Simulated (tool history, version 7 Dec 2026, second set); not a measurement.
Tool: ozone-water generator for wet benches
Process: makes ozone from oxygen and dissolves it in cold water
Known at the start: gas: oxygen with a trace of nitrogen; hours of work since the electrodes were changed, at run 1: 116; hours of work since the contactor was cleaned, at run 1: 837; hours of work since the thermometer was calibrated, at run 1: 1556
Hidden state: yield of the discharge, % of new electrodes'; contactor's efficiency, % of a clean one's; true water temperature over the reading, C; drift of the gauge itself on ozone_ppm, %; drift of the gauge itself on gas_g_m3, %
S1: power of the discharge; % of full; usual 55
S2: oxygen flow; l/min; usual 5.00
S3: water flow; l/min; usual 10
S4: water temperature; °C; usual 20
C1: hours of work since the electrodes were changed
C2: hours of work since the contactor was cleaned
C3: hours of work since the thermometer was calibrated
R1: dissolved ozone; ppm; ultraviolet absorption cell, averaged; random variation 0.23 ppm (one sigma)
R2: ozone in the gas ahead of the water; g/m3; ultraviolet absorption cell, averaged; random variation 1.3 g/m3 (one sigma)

run,day,S1,S2,S3,S4,C1,C2,C3,R1,R2
1,0.000,55,5.00,10,20,116,837,1556,35.4,232.8
2,6.458,55,4.00,10,20,252,973,1691,35.4,254.9
3,13.025,50,4.00,10,20,389,1110,1828,33.6,242.6
4,16.896,55,5.00,7,20,470,1191,1909,43.4,230.3
5,22.429,55,5.00,7,20,586,1307,2025,43.1,230.2
6,27.596,55,5.00,7,20,694,1415,2133,43.6,232.4
7,32.929,43,4.42,10,20,806,1527,2245,30.7,210.8
8,37.533,41,6.75,6,14,902,1623,2341,42.7,169.9
9,41.008,55,7.67,6,15,975,1696,2414,47.7,192.4
# day 46.475: contactor cleaned
# day 46.496: water thermometer calibrated
10,47.342,55,7.67,6,15,1103,18,18,48.4,193.1

Forecast each of these 3 alternatives for the next run:
A,50.917,55,5.00,6,16,1178,93,93,?,?
B,50.917,55,7.67,6,25,1178,93,93,?,?
C,50.917,50,7.42,6,15,1178,93,93,?,?

run,R1,R2
A,50.0,234.3
B,37.3,190.2
C,45.5,183.5
Without the tool's hidden state the same runs would have given:
run,R1,R2
A,50.1,231.8
B,37.3,188.1
C,45.5,181.5
